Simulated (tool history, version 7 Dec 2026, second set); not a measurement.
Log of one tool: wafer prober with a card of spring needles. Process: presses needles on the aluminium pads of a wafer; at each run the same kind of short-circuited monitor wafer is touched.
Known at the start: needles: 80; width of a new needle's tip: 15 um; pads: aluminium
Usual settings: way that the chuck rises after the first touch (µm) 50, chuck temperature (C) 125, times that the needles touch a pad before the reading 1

run    hour  way that the chuck rises after the first touch (µm)  chuck temperature (C)  times that the needles touch a pad before the reading  resistance of one needle with its contact and lead (mohm)  way that a needle slides on the pad (µm)
  1     0.0                                                   50                    125                                                      1                                                        189                                     12.80
       11.3  -- tips cleaned on abrasive film
       22.6  -- tips cleaned on abrasive film
       31.6  -- tips cleaned on abrasive film
  2    37.3                                                   50                    125                                                      1                                                        189                                     12.72
       41.9  -- tips cleaned on abrasive film
       53.2  -- tips cleaned on abrasive film
       64.5  -- tips cleaned on abrasive film
       71.5  -- height of the first contact set anew
       73.9  -- tips cleaned on abrasive film
       83.0  -- tips cleaned on abrasive film
  3    83.0                                                   50                    125                                                      1                                                        189                                     12.77
       94.3  -- tips cleaned on abrasive film
      103.3  -- tips cleaned on abrasive film
      114.6  -- tips cleaned on abrasive film
  4   123.4                                                   50                    125                                                      1                                                        190                                     12.76
      125.7  -- tips cleaned on abrasive film
      134.8  -- tips cleaned on abrasive film
      146.1  -- tips cleaned on abrasive film
      157.4  -- tips cleaned on abrasive film
      166.4  -- tips cleaned on abrasive film
      175.5  -- tips cleaned on abrasive film
      186.8  -- tips cleaned on abrasive film
  5   187.5                                                   50                    125                                                      1                                                        187                                     12.77
      196.5  -- tips cleaned on abrasive film
      199.1  -- height of the first contact set anew
      208.1  -- tips cleaned on abrasive film
      217.2  -- tips cleaned on abrasive film
      228.5  -- tips cleaned on abrasive film
      239.8  -- tips cleaned on abrasive film
  6   245.0                                                   50                    125                                                      1                                                        187                                     12.74
      249.6  -- tips cleaned on abrasive film
      260.9  -- tips cleaned on abrasive film
      272.2  -- tips cleaned on abrasive film
      281.2  -- tips cleaned on abrasive film
      292.5  -- tips cleaned on abrasive film
  7   294.6                                                   50                    125                                                      1                                                        187                                     12.77
      303.7  -- tips cleaned on abrasive film
      315.0  -- tips cleaned on abrasive film
      326.3  -- tips cleaned on abrasive film
      326.6  -- height of the first contact set anew
      337.9  -- tips cleaned on abrasive film
      346.9  -- tips cleaned on abrasive film
      356.0  -- tips cleaned on abrasive film
      365.0  -- tips cleaned on abrasive film
  8   371.8                                                   50                    125                                                      1                                                        192                                     12.76
      374.1  -- tips cleaned on abrasive film
      383.2  -- tips cleaned on abrasive film
      394.5  -- tips cleaned on abrasive film
      403.5  -- tips cleaned on abrasive film
      414.8  -- tips cleaned on abrasive film
      423.9  -- tips cleaned on abrasive film
  9   432.1                                                   50                    125                                                      1                                                        189                                     12.77
      434.4  -- tips cleaned on abrasive film
      445.7  -- tips cleaned on abrasive film
      454.7  -- tips cleaned on abrasive film
      455.0  -- height of the first contact set anew
      464.8  -- tips cleaned on abrasive film
 10   464.8                                                   50                    125                                                      1                                                        193                                     12.78
      473.8  -- tips cleaned on abrasive film
      485.1  -- tips cleaned on abrasive film
      496.4  -- tips cleaned on abrasive film
      505.5  -- tips cleaned on abrasive film
 11   511.6                                                   50                     90                                                      1                                                        178                                     12.77
      516.2  -- tips cleaned on abrasive film
      527.5  -- tips cleaned on abrasive film
      536.6  -- tips cleaned on abrasive film
      545.6  -- tips cleaned on abrasive film
      554.7  -- tips cleaned on abrasive film
      566.0  -- tips cleaned on abrasive film
      575.0  -- tips cleaned on abrasive film
 12   580.9                                                   50                     90                                                      1                                                        181                                     12.77
      583.4  -- height of the first contact set anew
      585.8  -- tips cleaned on abrasive film
      594.8  -- tips cleaned on abrasive film
      603.9  -- tips cleaned on abrasive film
      612.9  -- tips cleaned on abrasive film
      624.2  -- tips cleaned on abrasive film
      633.3  -- tips cleaned on abrasive film
      642.3  -- tips cleaned on abrasive film
      651.6  -- tips cleaned on abrasive film
 13   651.6                                                   50                     48                                                      1                                                        174                                     12.77
      662.9  -- tips cleaned on abrasive film
      672.0  -- tips cleaned on abrasive film
      681.0  -- tips cleaned on abrasive film
      692.3  -- tips cleaned on abrasive film
      701.4  -- tips cleaned on abrasive film
      710.4  -- tips cleaned on abrasive film
      710.7  -- height of the first contact set anew
 14   718.1                                                   50                     52                                                      2                                                        173                                     12.77
      720.4  -- tips cleaned on abrasive film
      729.5  -- tips cleaned on abrasive film
      740.7  -- tips cleaned on abrasive film
      749.8  -- tips cleaned on abrasive film
      758.9  -- tips cleaned on abrasive film
      770.1  -- tips cleaned on abrasive film
 15   775.5                                                   49                     83                                                      2                                                        184                                     12.52
      780.1  -- tips cleaned on abrasive film
      791.4  -- tips cleaned on abrasive film
      800.5  -- tips cleaned on abrasive film
      811.8  -- tips cleaned on abrasive film
 16   819.4                                                   57                     31                                                      2                                                        166                                     14.55
      821.8  -- tips cleaned on abrasive film
      833.1  -- tips cleaned on abrasive film
      837.8  -- height of the first contact set anew
      842.4  -- tips cleaned on abrasive film
      853.7  -- tips cleaned on abrasive film
      862.8  -- tips cleaned on abrasive film
      871.8  -- tips cleaned on abrasive film
      880.9  -- tips cleaned on abrasive film
      892.1  -- tips cleaned on abrasive film
 17   896.6                                                   41                     67                                                      1                                                        187                                     10.47
      903.4  -- tips cleaned on abrasive film
      912.4  -- tips cleaned on abrasive film
      921.5  -- tips cleaned on abrasive film
      930.5  -- tips cleaned on abrasive film
      939.6  -- tips cleaned on abrasive film
 18   944.8                                                   34                    125                                                      1                                                        210                                      8.66
      949.3  -- tips cleaned on abrasive film
      958.4  -- tips cleaned on abrasive film
      965.4  -- height of the first contact set anew
      967.8  -- tips cleaned on abrasive film
      976.8  -- tips cleaned on abrasive film
      985.9  -- tips cleaned on abrasive film
      994.9  -- tips cleaned on abrasive film
 19  1002.4                                                   42                     46                                                      1                                                        176                                     10.72
     1004.8  -- tips cleaned on abrasive film
     1016.1  -- tips cleaned on abrasive film
     1027.4  -- tips cleaned on abrasive film
     1036.4  -- tips cleaned on abrasive film
     1047.0  -- tips cleaned on abrasive film
 20  1047.0                                                   50                    125                                                      1                                                        189                                     12.74
     1058.3  -- tips cleaned on abrasive film
     1067.3  -- tips cleaned on abrasive film
     1078.6  -- tips cleaned on abrasive film
     1089.9  -- tips cleaned on abrasive film
     1092.4  -- height of the first contact set anew
     1099.2  -- tips cleaned on abrasive film
     1108.3  -- tips cleaned on abrasive film
 21  1108.5                                                   34                     83                                                      1                                                        198                                      8.67
     1117.6  -- tips cleaned on abrasive film
     1128.9  -- tips cleaned on abrasive film
     1140.2  -- tips cleaned on abrasive film
     1149.2  -- tips cleaned on abrasive film
     1160.5  -- tips cleaned on abrasive film
     1172.5  -- card fitted with new needles
 22  1176.3                                                   51                     47                                                      1                                                        172                                     13.01
     1183.1  -- tips cleaned on abrasive film
     1192.1  -- tips cleaned on abrasive film
     1203.4  -- tips cleaned on abrasive film
     1214.7  -- tips cleaned on abrasive film
     1223.8  -- tips cleaned on abrasive film
     1235.1  -- tips cleaned on abrasive film
 23  1243.5                                                   51                     47                                                      2                                                        173                                     13.02

Forecast each of these 3 alternatives for the next run:
     1245.9  -- tips cleaned on abrasive film
     1254.9  -- tips cleaned on abrasive film
     1266.2  -- tips cleaned on abrasive film
     1277.5  -- tips cleaned on abrasive film
     1286.6  -- tips cleaned on abrasive film
     1295.6  -- tips cleaned on abrasive film
     1300.4  -- height of the first contact set anew
     1305.0  -- tips cleaned on abrasive film
  A  1305.7                                                   32                     79                                                      1                                                          ?                                         ?
     1245.9  -- tips cleaned on abrasive film
     1254.9  -- tips cleaned on abrasive film
     1266.2  -- tips cleaned on abrasive film
     1277.5  -- tips cleaned on abrasive film
     1286.6  -- tips cleaned on abrasive film
     1295.6  -- tips cleaned on abrasive film
     1300.4  -- height of the first contact set anew
     1305.0  -- tips cleaned on abrasive film
  B  1305.7                                                   36                    106                                                      2                                                          ?                                         ?
     1245.9  -- tips cleaned on abrasive film
     1254.9  -- tips cleaned on abrasive film
     1266.2  -- tips cleaned on abrasive film
     1277.5  -- tips cleaned on abrasive film
     1286.6  -- tips cleaned on abrasive film
     1295.6  -- tips cleaned on abrasive film
     1300.4  -- height of the first contact set anew
     1305.0  -- tips cleaned on abrasive film
  C  1305.7                                                   47                    109                                                      1                                                          ?                                         ?

run  resistance of one needle with its contact and lead (mohm)  way that a needle slides on the pad (µm)
  A                                                        198                                      8.14
  B                                                        198                                      9.17
  C                                                        188                                     11.99
Without the tool's hidden state the same runs would have given:
run  resistance of one needle with its contact and lead (mohm)  way that a needle slides on the pad (µm)
  A                                                        198                                      8.14
  B                                                        198                                      9.17
  C                                                        188                                     11.99

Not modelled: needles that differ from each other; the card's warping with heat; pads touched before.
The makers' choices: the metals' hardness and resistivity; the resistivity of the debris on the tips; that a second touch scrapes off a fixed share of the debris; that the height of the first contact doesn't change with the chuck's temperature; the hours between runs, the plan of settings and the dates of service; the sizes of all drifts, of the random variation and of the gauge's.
